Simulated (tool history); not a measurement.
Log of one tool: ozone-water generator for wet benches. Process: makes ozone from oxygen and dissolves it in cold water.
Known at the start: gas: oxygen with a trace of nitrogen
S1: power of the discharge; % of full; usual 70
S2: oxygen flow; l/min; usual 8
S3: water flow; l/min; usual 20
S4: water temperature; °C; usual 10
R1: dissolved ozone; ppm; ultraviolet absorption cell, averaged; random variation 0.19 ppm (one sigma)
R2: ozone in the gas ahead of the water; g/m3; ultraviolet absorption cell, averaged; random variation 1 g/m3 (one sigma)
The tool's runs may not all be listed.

| run | hour | S1 | S2 | S3 | S4 | R1 | R2 |
|---|---|---|---|---|---|---|---|
| 1 | 0 | 70 | 8 | 20 | 10 | 26.1 | 179.1 |
| 2 | 51.7 | 70 | 8 | 20 | 10 | 26.4 | 176.5 |
| 3 | 92 | 88 | 8 | 20 | 10 | 32.2 | 218 |
| 4 | 173.8 | 70 | 8 | 20 | 15 | 23.8 | 176.9 |
| 5 | 226.8 | 96 | 8 | 20 | 10 | 34.6 | 234.8 |
| 6 | 279.2 | 70 | 8 | 20 | 10 | 26 | 174.2 |
| 7 | 321.6 | 70 | 8 | 20 | 10 | 26.2 | 176.2 |
| 8 | 383.7 | 70 | 8 | 20 | 10 | 25.6 | 177.9 |
| 9 | 448.7 | 70 | 8 | 20 | 12 | 25 | 174.2 |
| 10 | 500.9 | 70 | 8 | 20 | 12 | 25.2 | 173.7 |
| 11 | 566.9 | 70 | 8 | 20 | 12 | 25.2 | 173.7 |
| 12 | 646.8 | 70 | 8 | 20 | 8 | 26.6 | 174.2 |
| 13 | 695.7 | 70 | 8 | 20 | 8 | 26.7 | 173.9 |
| 14 | 767.9 | 70 | 8 | 20 | 8 | 26.2 | 174.8 |
| 15 | 825.6 | 70 | 8 | 15 | 10 | 32.1 | 172.7 |
| 16 | 899 | 70 | 8 | 20 | 10 | 25.6 | 172.8 |
| 17 | 949.2 | 70 | 4.07 | 20 | 10 | 24.4 | 249.7 |
| 18 | 1006.2 | 70 | 4.07 | 20 | 10 | 24.5 | 249.7 |
| 19 | 1075.5 | 51 | 8 | 23 | 10 | 16.5 | 130.3 |
| 20 | 1120.8 | 51 | 8 | 23 | 10 | 16.4 | 129.9 |
| 21 | 1193.1 | 70 | 8 | 12 | 10 | 37.4 | 173.3 |
| 22 | 1238.8 | 70 | 10.87 | 20 | 15 | 22.7 | 145.3 |
| 23 | 1304.6 | 70 | 4.6 | 20 | 10 | 24.3 | 234.5 |
| 24 | 1392.7 | 70 | 4.6 | 20 | 10 | 24.8 | 233.5 |
| 25 | 1437.6 | 70 | 8 | 14 | 10 | 33.5 | 173.6 |
| 26 | 1513.2 | 43 | 8 | 28 | 10 | 11.6 | 111.2 |
| 27 | 1559.1 | 50 | 5.84 | 18 | 16 | 18.7 | 149.7 |
| 28 | 1614.9 | 94 | 5.84 | 23 | 16 | 26.2 | 263.1 |
| 29 | 1685 | 41 | 5.49 | 20 | 13 | 14.8 | 130.6 |
| 30 | 1734.6 | 70 | 8 | 16 | 13 | 28.7 | 170.9 |
| 31 | 1774.7 | 70 | 8 | 16 | 13 | 28.9 | 171 |
| 32 | 1854.5 | 70 | 8 | 16 | 13 | 28.3 | 170.6 |
| 33 | 1909 | 70 | 8 | 16 | 13 | 28.4 | 171 |

3 ways to go on from here, each from the tool as it stands after run 33. What would each give?
| A | 1986 | 58 | 8 | 17 | 7 | ? | ? |
| B | 1986 | 70 | 8 | 27 | 10 | ? | ? |
| C | 1986 | 70 | 8 | 16 | 8 | ? | ? |

| run | R1 | R2 |
|---|---|---|
| A | 25.6 | 143.8 |
| B | 18.5 | 170.8 |
| C | 31.2 | 170.6 |
Without the tool's hidden state the same runs would have given:
| run | R1 | R2 |
|---|---|---|
| A | 27.8 | 150.6 |
| B | 20.5 | 180.4 |
| C | 34.1 | 180.3 |
